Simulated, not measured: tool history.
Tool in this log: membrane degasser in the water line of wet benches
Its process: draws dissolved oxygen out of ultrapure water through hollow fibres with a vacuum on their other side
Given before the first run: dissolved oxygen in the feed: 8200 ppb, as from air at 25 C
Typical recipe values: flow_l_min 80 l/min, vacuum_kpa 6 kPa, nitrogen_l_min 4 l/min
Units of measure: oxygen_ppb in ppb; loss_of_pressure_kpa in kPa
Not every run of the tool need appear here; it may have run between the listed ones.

run 1 hour=0 | flow_l_min=80 vacuum_kpa=6 nitrogen_l_min=4 | oxygen_ppb=129.6 loss_of_pressure_kpa=30.57
run 2 hour=54.3 | flow_l_min=80 vacuum_kpa=13.78 nitrogen_l_min=4 | oxygen_ppb=451.6 loss_of_pressure_kpa=30.62
run 3 hour=111.5 | flow_l_min=80 vacuum_kpa=13.78 nitrogen_l_min=4 | oxygen_ppb=455.5 loss_of_pressure_kpa=30.46
run 4 hour=176 | flow_l_min=80 vacuum_kpa=6 nitrogen_l_min=2.04 | oxygen_ppb=222.5 loss_of_pressure_kpa=30.65
run 5 hour=245.3 | flow_l_min=80 vacuum_kpa=6 nitrogen_l_min=2.04 | oxygen_ppb=221.5 loss_of_pressure_kpa=30.58
run 6 hour=274.7 | flow_l_min=50 vacuum_kpa=6 nitrogen_l_min=4 | oxygen_ppb=81.2 loss_of_pressure_kpa=19.05
run 7 hour=328.7 | flow_l_min=50 vacuum_kpa=6 nitrogen_l_min=4 | oxygen_ppb=81 loss_of_pressure_kpa=18.92
run 8 hour=364.9 | flow_l_min=94 vacuum_kpa=6 nitrogen_l_min=4 | oxygen_ppb=153.1 loss_of_pressure_kpa=35.88
run 9 hour=398.9 | flow_l_min=94 vacuum_kpa=6 nitrogen_l_min=4 | oxygen_ppb=152.8 loss_of_pressure_kpa=35.76
run 10 hour=447.8 | flow_l_min=94 vacuum_kpa=6 nitrogen_l_min=4 | oxygen_ppb=152.8 loss_of_pressure_kpa=35.85
run 11 hour=484.6 | flow_l_min=80 vacuum_kpa=8.67 nitrogen_l_min=2.25 | oxygen_ppb=388.6 loss_of_pressure_kpa=30.79
run 12 hour=547.1 | flow_l_min=80 vacuum_kpa=8.67 nitrogen_l_min=2.25 | oxygen_ppb=387.4 loss_of_pressure_kpa=30.44
run 13 hour=620.1 | flow_l_min=88 vacuum_kpa=12.02 nitrogen_l_min=2.25 | oxygen_ppb=652.7 loss_of_pressure_kpa=33.82
run 14 hour=658.7 | flow_l_min=88 vacuum_kpa=10.38 nitrogen_l_min=6.01 | oxygen_ppb=243.4 loss_of_pressure_kpa=33.68
run 15 hour=730.6 | flow_l_min=60 vacuum_kpa=10.64 nitrogen_l_min=5.71 | oxygen_ppb=180.1 loss_of_pressure_kpa=22.79
run 16 hour=788.5 | flow_l_min=94 vacuum_kpa=10.64 nitrogen_l_min=5.71 | oxygen_ppb=280.2 loss_of_pressure_kpa=35.9
run 17 hour=821.2 | flow_l_min=90 vacuum_kpa=5.16 nitrogen_l_min=2.85 | oxygen_ppb=136.8 loss_of_pressure_kpa=34.06
run 18 hour=877.2 | flow_l_min=108 vacuum_kpa=3.75 nitrogen_l_min=4.22 | oxygen_ppb=50.1 loss_of_pressure_kpa=41.23
run 19 hour=918.1 | flow_l_min=80 vacuum_kpa=5.75 nitrogen_l_min=4.18 | oxygen_ppb=113 loss_of_pressure_kpa=30.37
run 20 hour=952.8 | flow_l_min=69 vacuum_kpa=5.12 nitrogen_l_min=1.77 | oxygen_ppb=149.3 loss_of_pressure_kpa=26.35

Selected run-to-run steps in oxygen_ppb, each split into two signed amounts: the part the tool would show with no hidden state at all (from settings, incoming material and random variation), and the remainder, which goes to the hidden state together with any gauge scatter not common to the measured and the hidden-state-free results:
The tool's hidden condition here consists of: membrane still open, %; true pressure behind the membrane over the reading, kPa; air that leaks in behind the membrane, l/min; drift of the gauge itself on oxygen_ppb, %; drift of the gauge itself on loss_of_pressure_kpa, %.
Run 1 -> 2: vacuum_kpa 6 -> 13.78. oxygen_ppb +322 ppb: hidden state -0.3, all else +322.3.
Run 12 -> 13: flow_l_min 80 -> 88, vacuum_kpa 8.67 -> 12.02. oxygen_ppb +265.3 ppb: hidden state -2.1, all else +267.4.
Run 13 -> 14: vacuum_kpa 12.02 -> 10.38, nitrogen_l_min 2.25 -> 6.01. oxygen_ppb -409.3 ppb: hidden state +2.6, all else -411.9.
